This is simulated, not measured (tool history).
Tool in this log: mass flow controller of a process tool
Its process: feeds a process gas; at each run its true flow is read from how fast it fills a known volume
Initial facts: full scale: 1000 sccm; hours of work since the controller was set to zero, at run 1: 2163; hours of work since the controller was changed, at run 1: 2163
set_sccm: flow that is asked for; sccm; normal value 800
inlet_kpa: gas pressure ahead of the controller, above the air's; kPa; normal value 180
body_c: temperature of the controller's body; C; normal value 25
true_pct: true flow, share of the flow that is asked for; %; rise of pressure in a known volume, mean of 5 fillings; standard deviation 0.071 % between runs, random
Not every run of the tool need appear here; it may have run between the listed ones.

run      day  set_sccm  inlet_kpa  body_c  hours of work since the controller was set to zero  hours of work since the controller was changed  true_pct
  1        0       800        180      25                                                2163                                            2163      99.6
  2    8.825       800        180      25                                                2265                                            2265     99.54
  3   13.796       800        180      25                                                2323                                            2323     99.66
  4   22.542       800        180      25                                                2425                                            2425     99.47
  5   30.829       800        180      30                                                2521                                            2521     99.62
  6   37.821       800        180      30                                                2603                                            2603     99.38
  7   41.896       800        180      30                                                2650                                            2650     99.33
  8   47.592       800        180      25                                                2716                                            2716     99.04
  9   54.771       800        180      21                                                2800                                            2800     99.08
 10   63.696       800        180      21                                                2904                                            2904     99.02
 11   72.533       800        180      25                                                3006                                            3006     98.91
 12   79.129       800        256      25                                                3083                                            3083      98.8
 13    86.95       800        146      25                                                3174                                            3174     98.87
 14   93.446       200        180      25                                                3250                                            3250     97.82
 15  101.525       800        227      25                                                3344                                            3344     98.44
 16  105.671       800        227      25                                                3392                                            3392     98.34
 17  111.283       800        180      25                                                3457                                            3457      98.3
 18  118.071       682        180      25                                                3536                                            3536     98.16
 19  125.592       682        180      25                                                3623                                            3623     98.04
 20  132.567       800        180      25                                                3705                                            3705     98.07
 21   136.85       800        180      25                                                3754                                            3754     98.15
 22  141.529       299        180      25                                                3809                                            3809     97.37
 23   147.55       299        180      25                                                3879                                            3879     97.25
 24  152.096       299        180      25                                                3932                                            3932     97.28
 25  156.562       156        150      26                                                3984                                            3984     96.97
 26  162.279       156        150      26                                                4050                                            4050     97.06
 27  165.979       156        150      26                                                4093                                            4093     97.01
 28  174.675       237        267      26                                                4194                                            4194     96.86
 29  181.917       174        180      36                                                4279                                            4279     96.97
 30   186.45       122        152      37                                                4331                                            4331     96.96
 31  194.546       122        152      37                                                4426                                            4426     96.79
 32  202.021       122        152      37                                                4513                                            4513     96.68
 33  207.542       800        271      27                                                4577                                            4577     97.18
 34  215.708       800        271      27                                                4672                                            4672     97.12
 35  219.512       800        271      27                                                4716                                            4716     97.02
     221.796  -- gauge calibrated
 36  224.096       800        271      27                                                4769                                            4769     99.56
 37  229.246       800        271      27                                                4829                                            4829     99.59
 38  237.508       682        271      31                                                4925                                            4925      99.4
 39  243.196       362        263      33                                                4991                                            4991     99.06
 40  250.108       413        227      22                                                5072                                            5072     98.75
 41  255.867       413        164      23                                                5139                                            5139     98.81
 42  261.758       413        164      23                                                5207                                            5207     98.84
 43  269.417       413        150      23                                                5296                                            5296     98.76
 44  273.825       800        180      35                                                5348                                            5348     99.33
 45  282.342       738        180      25                                                5447                                            5447     98.92
 46  288.454       738        180      25                                                5518                                            5518     98.79
 47  292.758       207        180      29                                                5568                                            5568     98.24
 48  298.746       214        180      23                                                5638                                            5638     98.03

What if the next run were any one of these 3? Each begins from the tool's condition after run 48:
  A  307.662       800        184      20                                                5741                                            5741         ?
  B  307.662       157        197      23                                                5741                                            5741         ?
  C  307.662       269        180      25                                                5741                                            5741         ?

run  true_pct
  A     98.54
  B     97.76
  C     98.18
Without the tool's hidden state the same runs would have given:
run  true_pct
  A     99.61
  B     98.78
  C     99.23
